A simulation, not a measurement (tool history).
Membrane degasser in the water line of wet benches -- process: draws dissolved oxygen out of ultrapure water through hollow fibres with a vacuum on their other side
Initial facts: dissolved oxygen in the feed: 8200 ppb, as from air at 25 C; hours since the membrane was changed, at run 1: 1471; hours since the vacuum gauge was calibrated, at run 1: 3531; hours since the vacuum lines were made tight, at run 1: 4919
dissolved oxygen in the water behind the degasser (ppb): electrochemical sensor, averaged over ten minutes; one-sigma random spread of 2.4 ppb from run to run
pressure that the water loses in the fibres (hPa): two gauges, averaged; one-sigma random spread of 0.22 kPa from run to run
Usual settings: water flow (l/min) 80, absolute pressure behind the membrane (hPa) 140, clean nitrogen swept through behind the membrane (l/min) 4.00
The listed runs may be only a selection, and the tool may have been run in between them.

run     day  water flow (l/min)  absolute pressure behind the membrane (hPa)  clean nitrogen swept through behind the membrane (l/min)  hours since the membrane was changed  hours since the vacuum gauge was calibrated  hours since the vacuum lines were made tight  dissolved oxygen in the water behind the degasser (ppb)  pressure that the water loses in the fibres (hPa)
  1   0.000                  80                                          140                                                      4.00                                  1471                                         3531                                          4919                                                    523.9                                              526.6
  2   3.550                  80                                          140                                                      4.00                                  1556                                         3616                                          5004                                                    530.9                                              529.7
  3   6.658                  80                                          140                                                      4.00                                  1630                                         3691                                          5079                                                    529.1                                              523.9
  4  10.088                  80                                          140                                                      4.00                                  1713                                         3773                                          5161                                                    524.6                                              530.7
  5  13.983                  80                                          140                                                      4.00                                  1806                                         3867                                          5254                                                    526.2                                              532.8
  6  17.858                  80                                          140                                                      4.00                                  1899                                         3959                                          5347                                                    527.8                                              528.5
  7  20.950                  80                                          140                                                      4.00                                  1973                                         4034                                          5422                                                    530.8                                              531.1
     21.538  -- seals of the vacuum lines changed
  8  23.833                  80                                          140                                                      4.00                                  2041                                         4101                                            55                                                    529.6                                              527.5
  9  27.429                  89                                          140                                                      4.00                                  2127                                         4187                                           141                                                    587.7                                              587.5
 10  30.250                  89                                          140                                                      4.00                                  2194                                         4255                                           209                                                    587.4                                              589.8
 11  33.162                  89                                          140                                                      3.33                                  2264                                         4325                                           279                                                    664.2                                              589.1
 12  35.112                  89                                          140                                                      3.33                                  2311                                         4372                                           326                                                    670.4                                              590.7
 13  38.308                  89                                          140                                                      3.33                                  2388                                         4448                                           402                                                    663.5                                              588.7
 14  40.654                  89                                          140                                                      3.33                                  2444                                         4505                                           459                                                    666.5                                              593.5
 15  42.312                 124                                          130                                                      7.33                                  2484                                         4544                                           499                                                    520.0                                              818.2
 16  43.929                  54                                          140                                                      1.64                                  2523                                         4583                                           537                                                    720.4                                              358.8
 17  46.367                 110                                          140                                                      1.65                                  2581                                         4642                                           596                                                   1254.4                                              730.4
 18  49.867                 110                                          140                                                      1.65                                  2665                                         4726                                           680                                                   1256.7                                              723.8
 19  53.729                  80                                           90                                                      4.00                                  2758                                         4818                                           773                                                    322.3                                              530.6
 20  56.467                  79                                          262                                                     10.41                                  2824                                         4884                                           838                                                    469.3                                              520.2
 21  60.308                  57                                          132                                                      4.00                                  2916                                         4976                                           930                                                    350.4                                              377.6
 22  63.038                  55                                          207                                                      5.62                                  2981                                         5042                                           996                                                    419.0                                              362.5
 23  65.133                  64                                          150                                                      6.24                                  3032                                         5092                                          1046                                                    319.6                                              423.8
 24  68.192                  80                                          140                                                      4.37                                  3105                                         5165                                          1120                                                    495.2                                              528.5
 25  71.588                  57                                          275                                                      6.27                                  3187                                         5247                                          1201                                                    528.1                                              375.1
 26  74.900                 109                                          275                                                      6.27                                  3266                                         5327                                          1281                                                    977.7                                              717.2
 27  77.083                 109                                          275                                                      6.27                                  3319                                         5379                                          1333                                                    974.3                                              713.6
 28  79.262                 128                                          140                                                      6.31                                  3371                                         5431                                          1385                                                    629.0                                              843.0

Here are 5 independent what-if runs from the current tool condition. What would each one return?
  A  82.562                 128                                          350                                                      1.83                                  3450                                         5510                                          1465                                                        ?                                                  ?
  B  82.562                  69                                          140                                                      6.31                                  3450                                         5510                                          1465                                                        ?                                                  ?
  C  82.562                  80                                          101                                                      6.47                                  3450                                         5510                                          1465                                                        ?                                                  ?
  D  82.562                  82                                          158                                                      3.81                                  3450                                         5510                                          1465                                                        ?                                                  ?
  E  82.562                 128                                          159                                                      6.31                                  3450                                         5510                                          1465                                                        ?                                                  ?

run  dissolved oxygen in the water behind the degasser (ppb)  pressure that the water loses in the fibres (hPa)
  A                                                   2931.6                                              844.6
  B                                                    323.2                                              456.1
  C                                                    267.1                                              524.8
  D                                                    638.5                                              540.5
  E                                                    700.3                                              845.4
Stripped of hidden state, with their random variation kept, the same runs would have yielded:
run  dissolved oxygen in the water behind the degasser (ppb)  pressure that the water loses in the fibres (hPa)
  A                                                   2931.2                                              844.3
  B                                                    323.0                                              455.9
  C                                                    266.8                                              524.6
  D                                                    638.1                                              540.3
  E                                                    699.8                                              845.0
